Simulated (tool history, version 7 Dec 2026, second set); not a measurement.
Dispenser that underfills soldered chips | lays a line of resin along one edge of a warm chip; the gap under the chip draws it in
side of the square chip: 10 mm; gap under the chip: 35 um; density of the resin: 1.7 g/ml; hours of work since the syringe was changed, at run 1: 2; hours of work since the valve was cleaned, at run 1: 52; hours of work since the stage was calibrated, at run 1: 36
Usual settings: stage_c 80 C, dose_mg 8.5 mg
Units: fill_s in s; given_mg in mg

| run | hour | stage_c | dose_mg | hours of work since the syringe was changed | hours of work since the valve was cleaned | hours of work since the stage was calibrated | fill_s | given_mg |
|---|---|---|---|---|---|---|---|---|
| 1 | 0 | 80 | 8.5 | 2 | 52 | 36 | 158.9 | 8.12 |
| 2 | 3.6 | 80 | 7.24 | 5 | 54 | 39 | 209.2 | 6.86 |
| 3 | 7.5 | 80 | 8.5 | 8 | 57 | 41 | 241.5 | 8.03 |
|  | 8.2 | new syringe of resin |
| 4 | 10.3 | 88 | 8.5 | 2 | 59 | 43 | 107.7 | 8.04 |
| 5 | 12.9 | 88 | 8.5 | 4 | 61 | 45 | 125.6 | 8.03 |
| 6 | 17.1 | 88 | 8.5 | 7 | 64 | 48 | 161.8 | 8.03 |
|  | 19.5 | new syringe of resin |
| 7 | 20.5 | 80 | 8.54 | 1 | 67 | 51 | 140.1 | 8.06 |
| 8 | 24.2 | 80 | 8.54 | 3 | 69 | 54 | 168.2 | 7.92 |
| 9 | 28.7 | 80 | 8.5 | 7 | 73 | 57 | 220.1 | 7.98 |
|  | 30.9 | new syringe of resin |
| 10 | 32.9 | 72 | 8.5 | 2 | 76 | 60 | 206.5 | 7.92 |
| 11 | 36.6 | 72 | 8.5 | 4 | 79 | 63 | 249.4 | 7.96 |
| 12 | 38.8 | 72 | 10.87 | 6 | 80 | 64 | 273.8 | 10.01 |
|  | 42.5 | new syringe of resin |
| 13 | 43.1 | 73 | 8.5 | 0 | 83 | 67 | 185.5 | 7.84 |
| 14 | 47.1 | 81 | 7.7 | 3 | 86 | 70 | 167.1 | 7.08 |
| 15 | 50.8 | 93 | 9.94 | 6 | 89 | 73 | 119.6 | 9.1 |
|  | 54 | new syringe of resin |
| 16 | 54.1 | 79 | 8 | 0 | 91 | 75 | 141.6 | 7.25 |
| 17 | 56.8 | 76 | 8.37 | 2 | 93 | 77 | 185.1 | 7.56 |
| 18 | 58.8 | 76 | 8.37 | 4 | 95 | 79 | 206.1 | 7.71 |
| 19 | 61.9 | 76 | 8.37 | 6 | 97 | 81 | 244 | 7.56 |
| 20 | 64.2 | 76 | 8.37 | 8 | 99 | 83 | 275 | 7.65 |
|  | 65.6 | new syringe of resin |
| 21 | 68.6 | 76 | 8.37 | 2 | 102 | 86 | 189.8 | 7.59 |
| 22 | 71.8 | 69 | 7.2 | 5 | 104 | 88 | 326.2 | 6.46 |
| 23 | 74.3 | 77 | 8.5 | 6 | 106 | 90 | 247.2 | 7.68 |
|  | 77 | new syringe of resin |
| 24 | 77.1 | 93 | 7.65 | 0 | 108 | 92 | 81.4 | 7.01 |
| 25 | 80.9 | 78 | 7.75 | 3 | 111 | 95 | 187.3 | 7.01 |

Forecast each of these 5 alternatives for the next run:
| A | 83.6 | 71 | 8.5 | 5 | 113 | 97 | ? | ? |
| B | 83.6 | 79 | 7.75 | 5 | 113 | 97 | ? | ? |
| C | 83.6 | 67 | 8.42 | 5 | 113 | 97 | ? | ? |
| D | 83.6 | 94 | 7.75 | 5 | 113 | 97 | ? | ? |
| E | 83.6 | 83 | 10.93 | 5 | 113 | 97 | ? | ? |

| run | fill_s | given_mg |
|---|---|---|
| A | 281.8 | 7.61 |
| B | 209.1 | 6.91 |
| C | 337.8 | 7.51 |
| D | 113.3 | 6.85 |
| E | 159.7 | 9.73 |
Without the tool's hidden state the same runs would have given:
| run | fill_s | given_mg |
|---|---|---|
| A | 195.1 | 8.5 |
| B | 142.8 | 7.73 |
| C | 233.6 | 8.39 |
| D | 77.1 | 7.66 |
| E | 112.6 | 10.87 |
